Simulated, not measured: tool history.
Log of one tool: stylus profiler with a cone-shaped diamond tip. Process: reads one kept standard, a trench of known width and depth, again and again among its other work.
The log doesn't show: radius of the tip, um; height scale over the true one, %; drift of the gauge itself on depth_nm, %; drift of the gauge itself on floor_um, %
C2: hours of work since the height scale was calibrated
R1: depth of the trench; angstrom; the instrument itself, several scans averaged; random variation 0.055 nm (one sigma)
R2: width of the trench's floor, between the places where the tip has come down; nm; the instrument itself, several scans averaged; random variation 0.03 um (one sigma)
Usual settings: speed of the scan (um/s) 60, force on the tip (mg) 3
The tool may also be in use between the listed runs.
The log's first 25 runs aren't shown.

Run 26, hour 484.1: usual settings but speed of the scan (um/s) 29, force on the tip (mg) 4.15; scans with this tip 3288; C2 739. Result: R1 5108.4 angstrom, R2 27270 nm.
Run 27, hour 503.3: usual settings but speed of the scan (um/s) 82, force on the tip (mg) 1.56; scans with this tip 3336; C2 750. Result: R1 5056.6 angstrom, R2 26830 nm.
Run 28, hour 527.8: usual settings but speed of the scan (um/s) 82, force on the tip (mg) 1.56; scans with this tip 3396; C2 764. Result: R1 5056.8 angstrom, R2 26850 nm.
Run 29, hour 549.6: usual settings but speed of the scan (um/s) 27, force on the tip (mg) 3.29; scans with this tip 3450; C2 776. Result: R1 5093.2 angstrom, R2 27260 nm.
Run 30, hour 563.5: usual settings but speed of the scan (um/s) 27, force on the tip (mg) 3.29; scans with this tip 3485; C2 784. Result: R1 5092.5 angstrom, R2 27250 nm.
Run 31, hour 585.7: usual settings; scans with this tip 3539; C2 796. Result: R1 5088.6 angstrom, R2 27160 nm.
Run 32, hour 605.8: usual settings but speed of the scan (um/s) 18, force on the tip (mg) 1.24; scans with this tip 3589; C2 807. Result: R1 5047.3 angstrom, R2 27210 nm.
Run 33, hour 626.2: usual settings but speed of the scan (um/s) 50, force on the tip (mg) 4.39; scans with this tip 3639; C2 818. Result: R1 5113.5 angstrom, R2 27220 nm.
Run 34, hour 640.1: usual settings but speed of the scan (um/s) 31, force on the tip (mg) 6.74; scans with this tip 3674; C2 826. Result: R1 5151.9 angstrom, R2 27290 nm.
Run 35, hour 664.6: usual settings but speed of the scan (um/s) 86, force on the tip (mg) 1.85; scans with this tip 3734; C2 840. Result: R1 5063.6 angstrom, R2 26960 nm.

4 ways to go on from here, each from the tool as it stands after run 35. What would each give?
Run A, hour 689.9: usual settings but speed of the scan (um/s) 41, force on the tip (mg) 1.85; scans with this tip 3797; C2 854. Result: R1 ?, R2 ?.
Run B, hour 689.9: usual settings but speed of the scan (um/s) 17, force on the tip (mg) 1.85; scans with this tip 3797; C2 854. Result: R1 ?, R2 ?.
Run C, hour 689.9: usual settings but speed of the scan (um/s) 155, force on the tip (mg) 2.59; scans with this tip 3797; C2 854. Result: R1 ?, R2 ?.
Run D, hour 689.9: usual settings but speed of the scan (um/s) 143, force on the tip (mg) 2.84; scans with this tip 3797; C2 854. Result: R1 ?, R2 ?.

run      R1     R2
  A  5063.4  27080
  B  5064.2  27290
  C  5079.5  26670
  D  5085.5  26720
Without the tool's hidden state the same runs would have given:
run      R1     R2
  A  5063.3  27080
  B  5064.1  27300
  C  5079.4  26670
  D  5085.4  26720

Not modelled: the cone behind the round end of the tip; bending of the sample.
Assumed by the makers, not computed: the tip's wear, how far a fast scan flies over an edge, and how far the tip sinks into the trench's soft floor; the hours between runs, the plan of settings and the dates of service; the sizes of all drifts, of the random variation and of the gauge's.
